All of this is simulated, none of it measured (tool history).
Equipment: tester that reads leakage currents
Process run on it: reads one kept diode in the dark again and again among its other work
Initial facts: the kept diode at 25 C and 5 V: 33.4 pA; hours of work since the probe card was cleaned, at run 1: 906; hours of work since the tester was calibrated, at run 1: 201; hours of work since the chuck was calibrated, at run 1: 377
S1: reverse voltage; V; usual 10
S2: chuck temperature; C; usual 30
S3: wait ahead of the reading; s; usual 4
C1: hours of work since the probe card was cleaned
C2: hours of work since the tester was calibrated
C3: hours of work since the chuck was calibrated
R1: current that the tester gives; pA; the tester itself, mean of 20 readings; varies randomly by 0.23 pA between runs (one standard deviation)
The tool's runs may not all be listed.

| run | hour | S1 | S2 | S3 | C1 | C2 | C3 | R1 |
|---|---|---|---|---|---|---|---|---|
| 1 | 0 | 10 | 30 | 4 | 906 | 201 | 377 | 74.15 |
| 2 | 168.1 | 10 | 30 | 4 | 1037 | 331 | 508 | 74.22 |
| 3 | 309.5 | 10 | 30 | 4 | 1147 | 441 | 618 | 74.27 |
|  | 339.5 | chuck's temperature calibrated |
| 4 | 455 | 10 | 30 | 4 | 1258 | 553 | 90 | 74 |
| 5 | 554.5 | 10 | 30 | 4 | 1336 | 630 | 167 | 74.09 |
| 6 | 711.9 | 10 | 49 | 4 | 1458 | 753 | 290 | 275.21 |
| 7 | 814.9 | 10 | 49 | 4 | 1538 | 833 | 370 | 275.98 |
| 8 | 944.6 | 10 | 49 | 4 | 1639 | 934 | 471 | 274.88 |
| 9 | 1112.3 | 10 | 30 | 4 | 1770 | 1064 | 601 | 73.97 |
|  | 1167.6 | chuck's temperature calibrated |
| 10 | 1275.6 | 10 | 30 | 4 | 1895 | 1190 | 84 | 74.51 |
| 11 | 1349.5 | 5 | 30 | 4 | 1952 | 1247 | 141 | 48.79 |
| 12 | 1478.7 | 6.3 | 30 | 4 | 2053 | 1348 | 242 | 56.1 |
| 13 | 1567.6 | 10 | 30 | 3.03 | 2122 | 1417 | 311 | 74.41 |
| 14 | 1683 | 10 | 30 | 3.03 | 2212 | 1506 | 401 | 74.5 |
| 15 | 1837.7 | 10 | 30 | 4 | 2332 | 1627 | 521 | 74.71 |
| 16 | 1906.5 | 10 | 30 | 3.99 | 2386 | 1680 | 575 | 74.22 |
| 17 | 1983.3 | 10 | 30 | 3.99 | 2445 | 1740 | 634 | 74.72 |
|  | 1992.4 | chuck's temperature calibrated |
| 18 | 2076.5 | 10 | 30 | 4 | 2516 | 1811 | 65 | 74.23 |
| 19 | 2157.6 | 10 | 30 | 4 | 2579 | 1874 | 128 | 73.74 |
| 20 | 2315.4 | 2.6 | 38 | 1.51 | 2702 | 1997 | 251 | 58.55 |
| 21 | 2426.9 | 1.3 | 24 | 0.81 | 2789 | 2083 | 338 | 14.13 |
| 22 | 2541 | 10 | 30 | 1.57 | 2877 | 2172 | 427 | 74.89 |
| 23 | 2626.2 | 10 | 33 | 4 | 2944 | 2238 | 493 | 92.18 |
| 24 | 2709.2 | 10 | 31 | 4 | 3008 | 2303 | 557 | 80.07 |
|  | 2820.6 | chuck's temperature calibrated |
| 25 | 2820.6 | 10 | 31 | 4 | 3093 | 2388 | 0 | 80.18 |
| 26 | 2908.8 | 6.3 | 30 | 3.69 | 3162 | 2457 | 69 | 56.2 |
| 27 | 3024.4 | 3 | 30 | 2.8 | 3252 | 2546 | 159 | 35.99 |
| 28 | 3168.6 | 1.3 | 53 | 4 | 3364 | 2659 | 271 | 104.32 |
| 29 | 3311.5 | 12.5 | 39 | 4 | 3475 | 2770 | 382 | 160.9 |
| 30 | 3478.3 | 6.3 | 30 | 0.88 | 3605 | 2899 | 511 | 57.1 |
|  | 3521.6 | probe card cleaned and baked |
| 31 | 3608.6 | 1.2 | 27 | 5.39 | 68 | 2998 | 610 | 16.62 |
|  | 3649.3 | chuck's temperature calibrated |
| 32 | 3757.9 | 1.2 | 36 | 0.41 | 182 | 3113 | 84 | 32.3 |
| 33 | 3876.1 | 1.2 | 36 | 0.41 | 274 | 3205 | 176 | 32.5 |
| 34 | 4024.8 | 1.2 | 36 | 0.41 | 390 | 3320 | 292 | 32.32 |
| 35 | 4182 | 1.2 | 36 | 0.41 | 512 | 3443 | 414 | 32.47 |
| 36 | 4344.1 | 1.1 | 36 | 0.41 | 638 | 3569 | 540 | 30.83 |
|  | 4482.9 | chuck's temperature calibrated |
| 37 | 4491.2 | 10 | 24 | 0.33 | 751 | 3682 | 6 | 52.28 |
| 38 | 4584.4 | 2.4 | 20 | 1.32 | 823 | 3754 | 79 | 15.06 |

Describe how what the log doesn't record of the tool's condition differs between the last listed run preceding each entry between runs and the first listed run following it.
Run 3 -> run 4: chuck's temperature calibrated (hour 339.5)
  true chuck temperature over the reading, C: 0.01 -> 0
Run 9 -> run 10: chuck's temperature calibrated (hour 1167.6)
  stray current of the dirty probe card, pA a volt: 0.023 -> 0.024; true chuck temperature over the reading, C: 0.01 -> 0
Run 17 -> run 18: chuck's temperature calibrated (hour 1992.4)
  true chuck temperature over the reading, C: 0.01 -> 0
Run 24 -> run 25: chuck's temperature calibrated (hour 2820.6)
  true chuck temperature over the reading, C: 0.01 -> 0
Run 30 -> run 31: probe card cleaned and baked (hour 3521.6)
  stray current of the dirty probe card, pA a volt: 0.027 -> 0.02
Run 31 -> run 32: chuck's temperature calibrated (hour 3649.3)
  true chuck temperature over the reading, C: 0.01 -> 0
Run 36 -> run 37: chuck's temperature calibrated (hour 4482.9)
  true chuck temperature over the reading, C: 0.01 -> 0

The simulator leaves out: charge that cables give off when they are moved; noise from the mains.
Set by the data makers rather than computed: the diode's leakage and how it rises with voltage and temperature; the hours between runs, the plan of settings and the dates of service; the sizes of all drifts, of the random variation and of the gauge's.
